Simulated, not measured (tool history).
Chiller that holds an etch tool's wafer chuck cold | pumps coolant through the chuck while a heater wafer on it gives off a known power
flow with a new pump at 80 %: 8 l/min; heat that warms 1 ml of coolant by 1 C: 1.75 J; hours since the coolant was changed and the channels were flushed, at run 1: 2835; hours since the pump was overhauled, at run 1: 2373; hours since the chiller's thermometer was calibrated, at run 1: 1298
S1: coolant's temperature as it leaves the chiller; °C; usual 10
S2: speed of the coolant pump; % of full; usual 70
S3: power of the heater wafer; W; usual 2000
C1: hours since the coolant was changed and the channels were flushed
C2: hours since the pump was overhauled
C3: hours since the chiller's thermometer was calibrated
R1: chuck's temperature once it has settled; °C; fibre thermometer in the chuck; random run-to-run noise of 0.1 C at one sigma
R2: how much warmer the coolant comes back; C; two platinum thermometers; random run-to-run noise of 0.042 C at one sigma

run 1 hour=0.0 | S1=10 S2=70 S3=2000 | C1=2835 C2=2373 C3=1298 | R1=34.9 R2=9.75
run 2 hour=94.8 | S1=4 S2=70 S3=2000 | C1=2929 C2=2468 C3=1393 | R1=28.9 R2=9.82
run 3 hour=202.1 | S1=12 S2=70 S3=2000 | C1=3037 C2=2575 C3=1500 | R1=37.0 R2=9.80
run 4 hour=285.3 | S1=12 S2=70 S3=2000 | C1=3120 C2=2658 C3=1583 | R1=36.9 R2=9.90
run 5 hour=337.9 | S1=10 S2=70 S3=2000 | C1=3172 C2=2711 C3=1636 | R1=35.0 R2=9.92
run 6 hour=445.8 | S1=10 S2=70 S3=2000 | C1=3280 C2=2819 C3=1744 | R1=35.0 R2=9.89
run 7 hour=550.6 | S1=10 S2=70 S3=2000 | C1=3385 C2=2924 C3=1849 | R1=34.7 R2=9.86
run 8 hour=603.3 | S1=10 S2=70 S3=2000 | C1=3438 C2=2976 C3=1901 | R1=34.8 R2=9.90
run 9 hour=712.9 | S1=5 S2=70 S3=2000 | C1=3548 C2=3086 C3=2011 | R1=29.9 R2=9.93
run 10 hour=799.6 | S1=5 S2=70 S3=2000 | C1=3634 C2=3173 C3=2098 | R1=29.9 R2=9.91
run 11 hour=882.4 | S1=9 S2=70 S3=1636 | C1=3717 C2=3255 C3=2180 | R1=29.4 R2=8.10
run 12 hour=955.5 | S1=9 S2=70 S3=1636 | C1=3790 C2=3329 C3=2254 | R1=29.5 R2=8.16
run 13 hour=1061.6 | S1=15 S2=82 S3=1686 | C1=3896 C2=3435 C3=2360 | R1=33.3 R2=7.12
run 14 hour=1129.7 | S1=10 S2=89 S3=2436 | C1=3964 C2=3503 C3=2428 | R1=34.8 R2=9.42
run 15 hour=1218.4 | S1=1 S2=89 S3=2718 | C1=4053 C2=3591 C3=2516 | R1=28.5 R2=10.57

Below, each run's measurement less what the same run would have read without the hidden state. Both values contain the same run-to-run variation, but the gauge's scatter may not be the same in both:
Hidden state at play: heat passed by the chuck's channels, % of clean ones'; flow at a given pump speed, % of a new pump's; coolant's true temperature over the reading, C; drift of the gauge itself on chuck_c, C; drift of the gauge itself on warmer_back_c, C.
run=1 R2=+0.00
run=2 R2=+0.01
run=3 R2=+0.01
run=4 R2=+0.02
run=5 R2=+0.02
run=6 R2=+0.03
run=7 R2=+0.05
run=8 R2=+0.04
run=9 R2=+0.05
run=10 R2=+0.06
run=11 R2=+0.06
run=12 R2=+0.07
run=13 R2=+0.08
run=14 R2=+0.08
run=15 R2=+0.09
For R1, the value without the hidden state is never more than 0.1 °C from the measured value.
